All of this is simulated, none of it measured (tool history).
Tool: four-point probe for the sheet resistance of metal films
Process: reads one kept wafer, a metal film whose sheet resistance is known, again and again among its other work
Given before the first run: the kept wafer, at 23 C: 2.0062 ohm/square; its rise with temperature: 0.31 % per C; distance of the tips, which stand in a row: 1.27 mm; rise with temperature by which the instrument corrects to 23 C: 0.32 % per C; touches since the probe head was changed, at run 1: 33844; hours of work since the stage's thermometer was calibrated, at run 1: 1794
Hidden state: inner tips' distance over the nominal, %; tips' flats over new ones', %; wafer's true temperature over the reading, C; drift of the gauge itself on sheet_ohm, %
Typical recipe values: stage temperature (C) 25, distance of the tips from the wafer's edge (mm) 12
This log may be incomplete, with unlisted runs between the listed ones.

run,day,stage temperature (C),distance of the tips from the wafer's edge (mm),touches since the probe head was changed,hours of work since the stage's thermometer was calibrated,sheet resistance as the instrument gives it (ohm/square)
1,0,25,12,33844,1794,2.008831
2,0.792,31,12,34748,1808,2.008088
3,1.454,19,12,35499,1820,2.010218
# day 1.762: stage's thermometer calibrated
4,2.221,19,12,36353,8,2.009412
5,2.692,19,12,36890,17,2.008817
6,3.308,19,12,37591,28,2.008979
7,4.196,25,9,38603,45,2.017005
8,5.104,25,9,39641,61,2.017406
9,5.746,25,8,40370,73,2.023526
10,6.204,26,12,40894,81,2.007006
11,7,26,12,41803,96,2.007102
# day 7.129: stage's thermometer calibrated, once more
12,7.833,26,12,42730,13,2.009901
13,8.233,26,12,43183,20,2.009539
14,9.008,26,12,44067,34,2.009381
15,9.788,25,12,44955,49,2.009671
16,10.242,25,12,45473,57,2.009379
17,10.733,25,12,46035,66,2.010128
18,11.175,25,12,46538,74,2.008706
19,11.858,25,12,47317,87,2.009801
20,12.621,25,12,48189,101,2.008831
21,13.288,25,35,48950,113,1.998081
22,13.854,25,12,49594,123,2.009486
23,14.371,21,60,50184,133,1.998373
24,14.879,21,60,50764,142,1.998421
25,15.254,32,14,51190,149,2.004865
26,15.933,27,6,51963,161,2.043237
27,16.708,25,67,52849,175,1.997065
28,17.283,22,50,53502,186,1.997971
29,18.054,22,50,54386,200,1.997459
30,18.433,22,15,54816,207,2.00496
31,19.083,24,15,55556,219,2.00421
32,19.742,26,3,56308,231,2.170183
33,20.454,28,10,57121,244,2.01337
34,20.979,28,10,57718,254,2.012668
35,21.617,28,10,58446,265,2.012961
36,22.088,27,66,58985,274,1.995637
37,22.958,20,66,59978,290,1.997555
38,23.412,24,12,60496,298,2.008629
39,24.129,33,12,61311,311,2.006524
40,24.521,33,12,61759,318,2.006462
41,25.042,28,5,62350,328,2.061979
42,25.504,22,5,62881,337,2.063768
43,25.996,23,4,63441,346,2.098859
44,26.871,24,25,64438,362,1.99817

Below, each run's measurement less what the same run would have read without the hidden state. Both values contain the same run-to-run variation, but the gauge's scatter may not be the same in both:
run,sheet resistance as the instrument gives it (ohm/square)
1,-0.008639
2,-0.008708
3,-0.008827
4,-0.009525
5,-0.009573
6,-0.009638
7,-0.00974
8,-0.009843
9,-0.009939
10,-0.009911
11,-0.009994
12,-0.008149
13,-0.008191
14,-0.008272
15,-0.008351
16,-0.008403
17,-0.008465
18,-0.008508
19,-0.008588
20,-0.00867
21,-0.008702
22,-0.008812
23,-0.008819
24,-0.008874
25,-0.008944
26,-0.009172
27,-0.009068
28,-0.009128
29,-0.009209
30,-0.009281
31,-0.009347
32,-0.010126
33,-0.00954
34,-0.009591
35,-0.009663
36,-0.009638
37,-0.009739
38,-0.009839
39,-0.009904
40,-0.009949
41,-0.010258
42,-0.010315
43,-0.010526
44,-0.010158

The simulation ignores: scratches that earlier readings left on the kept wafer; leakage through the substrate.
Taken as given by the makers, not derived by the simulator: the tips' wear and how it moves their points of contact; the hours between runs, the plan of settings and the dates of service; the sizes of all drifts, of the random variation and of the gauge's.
